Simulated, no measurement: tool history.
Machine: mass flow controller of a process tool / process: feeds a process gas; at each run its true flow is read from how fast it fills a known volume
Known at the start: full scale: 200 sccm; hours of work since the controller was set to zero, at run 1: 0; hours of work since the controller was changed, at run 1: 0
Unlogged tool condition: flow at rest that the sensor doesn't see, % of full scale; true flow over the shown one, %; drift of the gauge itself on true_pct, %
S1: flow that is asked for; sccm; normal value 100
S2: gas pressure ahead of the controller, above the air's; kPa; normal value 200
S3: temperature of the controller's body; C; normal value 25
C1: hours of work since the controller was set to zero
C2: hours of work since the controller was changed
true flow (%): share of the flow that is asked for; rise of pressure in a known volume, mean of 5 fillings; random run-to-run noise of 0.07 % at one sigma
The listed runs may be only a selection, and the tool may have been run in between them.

Run 1, day 0.000: usual settings; C1 0; C2 0. Result: true flow (%) 98.41.
Run 2, day 5.571: usual settings; C1 93; C2 93. Result: true flow (%) 98.19.
Run 3, day 13.662: usual settings; C1 227; C2 227. Result: true flow (%) 98.16.
Run 4, day 23.846: usual settings; C1 397; C2 397. Result: true flow (%) 98.02.
Run 5, day 30.621: usual settings; C1 510; C2 510. Result: true flow (%) 97.89.
Run 6, day 37.975: usual settings; C1 632; C2 632. Result: true flow (%) 97.82.
Run 7, day 44.971: usual settings but S2 199 kPa; C1 748; C2 748. Result: true flow (%) 97.76.
Run 8, day 50.117: usual settings but S2 199 kPa; C1 834; C2 834. Result: true flow (%) 97.63.
Run 9, day 57.521: usual settings but S1 158 sccm, S2 153 kPa; C1 957; C2 957. Result: true flow (%) 98.69.
Run 10, day 62.988: usual settings but S1 158 sccm, S2 153 kPa; C1 1048; C2 1048. Result: true flow (%) 98.70.
Run 11, day 67.762: usual settings but S1 158 sccm, S2 199 kPa, S3 35 C; C1 1128; C2 1128. Result: true flow (%) 98.05.
Run 12, day 73.375: usual settings but S1 158 sccm, S2 199 kPa, S3 35 C; C1 1221; C2 1221. Result: true flow (%) 98.00.
Run 13, day 78.862: usual settings but S1 158 sccm, S2 199 kPa, S3 35 C; C1 1312; C2 1312. Result: true flow (%) 97.95.
Run 14, day 87.092: usual settings but S1 90 sccm, S2 224 kPa; C1 1449; C2 1449. Result: true flow (%) 96.85.

Alternative continuations, all from the tool just after run 14; predict every row:
Run A, day 97.271: usual settings but S2 258 kPa; C1 1619; C2 1619. Result: true flow (%) ?.
Run B, day 97.271: usual settings but S1 26 sccm, S3 29 C; C1 1619; C2 1619. Result: true flow (%) ?.
Run C, day 97.271: usual settings but S1 72 sccm, S2 224 kPa, S3 29 C; C1 1619; C2 1619. Result: true flow (%) ?.
Run D, day 97.271: usual settings but S1 36 sccm; C1 1619; C2 1619. Result: true flow (%) ?.

run  true flow (%)
  A          96.92
  B          92.71
  C          95.75
  D          94.07
Without the tool's hidden state the same runs would have given:
run  true flow (%)
  A          98.34
  B          96.98
  C          97.55
  D          97.27

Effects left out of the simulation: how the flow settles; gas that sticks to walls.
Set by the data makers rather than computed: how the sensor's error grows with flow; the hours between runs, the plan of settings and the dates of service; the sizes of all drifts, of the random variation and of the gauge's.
